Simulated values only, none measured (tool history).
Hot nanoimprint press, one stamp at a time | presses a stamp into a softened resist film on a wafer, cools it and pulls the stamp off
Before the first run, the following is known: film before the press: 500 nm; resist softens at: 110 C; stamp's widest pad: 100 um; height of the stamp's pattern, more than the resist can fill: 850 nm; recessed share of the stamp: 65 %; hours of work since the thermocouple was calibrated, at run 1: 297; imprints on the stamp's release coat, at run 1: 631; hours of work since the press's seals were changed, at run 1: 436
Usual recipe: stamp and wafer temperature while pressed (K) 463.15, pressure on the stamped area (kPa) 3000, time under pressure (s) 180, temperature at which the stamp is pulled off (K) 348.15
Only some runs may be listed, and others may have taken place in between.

run,hour,stamp and wafer temperature while pressed (K),pressure on the stamped area (kPa),time under pressure (s),temperature at which the stamp is pulled off (K),hours of work since the thermocouple was calibrated,imprints on the stamp's release coat,hours of work since the press's seals were changed,resist left under the stamp's widest pad (angstrom),greatest force while the stamp is pulled off (N)
1,0,463.15,3000,180,348.15,297,631,436,2940,233
2,43,463.15,3000,180,348.15,331,735,470,2929,235
# hour 53.5: plate thermocouple calibrated
3,78.7,463.15,3000,122,348.15,20,815,496,3208,232
4,118.7,463.15,3000,122,348.15,52,912,527,3207,248
5,155.7,463.15,3000,122,348.15,81,1002,556,3212,246
6,198.4,463.15,4600,180,348.15,114,1106,590,2368,259
7,239.1,463.15,3000,180,348.15,147,1205,622,2851,257
8,273.6,463.15,3000,180,348.15,174,1289,650,2848,270
9,312.1,463.15,3000,180,348.15,204,1382,680,2850,263
# hour 318.5: plate thermocouple calibrated, once more
10,358.5,463.15,3000,180,348.15,32,1488,714,3046,292
11,377.9,463.15,3000,180,348.15,47,1535,730,3040,290
12,416.8,463.15,3000,180,348.15,78,1630,760,3033,300
13,449.2,463.15,3000,180,348.15,103,1709,786,3036,308
14,485.2,463.15,3000,180,348.15,132,1796,814,3031,319
15,513.8,463.15,3000,180,348.15,154,1866,837,3030,301
16,557.1,466.15,3000,180,345.15,189,1971,871,2785,346
17,586.2,472.15,4440,180,347.15,212,2042,894,1968,336
18,617,466.15,2020,175,349.15,236,2117,919,3279,321
19,641,466.15,2020,175,355.15,255,2175,938,3265,263
20,661.2,466.15,2020,175,355.15,271,2224,954,3263,272
21,680,465.15,3160,133,333.15,286,2270,968,3061,491
# hour 703: stamp cleaned and given a new release coat
22,727.9,465.15,2660,133,333.15,319,61,1001,3247,295
# hour 754.7: plate thermocouple calibrated
23,765.4,475.15,2720,152,348.15,8,145,1029,2466,213
24,791.6,463.15,1900,180,349.15,29,209,1049,3581,208
25,810.6,456.15,3000,180,348.15,44,255,1064,3605,223
26,828.7,456.15,3000,180,348.15,58,299,1079,3600,214
27,869.1,475.15,3000,180,348.15,90,397,1111,2201,226
28,895.1,475.15,3000,180,348.15,111,460,1131,2197,228
29,916.3,460.15,2320,91,339.15,128,512,1148,4081,294

Forecast each of these 5 alternatives for the next run:
A,940.6,453.15,4310,336,339.15,147,571,1167,?,?
B,940.6,460.15,4150,195,342.15,147,571,1167,?,?
C,940.6,452.15,2320,91,339.15,147,571,1167,?,?
D,940.6,463.15,2630,180,348.15,147,571,1167,?,?
E,940.6,464.15,2140,197,348.15,147,571,1167,?,?

run,resist left under the stamp's widest pad (angstrom),greatest force while the stamp is pulled off (N)
A,2911,295
B,2833,278
C,4488,287
D,3178,238
E,3272,238
Stripped of hidden state, with their random variation kept, the same runs would have yielded:
run,resist left under the stamp's widest pad (angstrom),greatest force while the stamp is pulled off (N)
A,2841,256
B,2763,241
C,4481,249
D,3149,207
E,3257,207

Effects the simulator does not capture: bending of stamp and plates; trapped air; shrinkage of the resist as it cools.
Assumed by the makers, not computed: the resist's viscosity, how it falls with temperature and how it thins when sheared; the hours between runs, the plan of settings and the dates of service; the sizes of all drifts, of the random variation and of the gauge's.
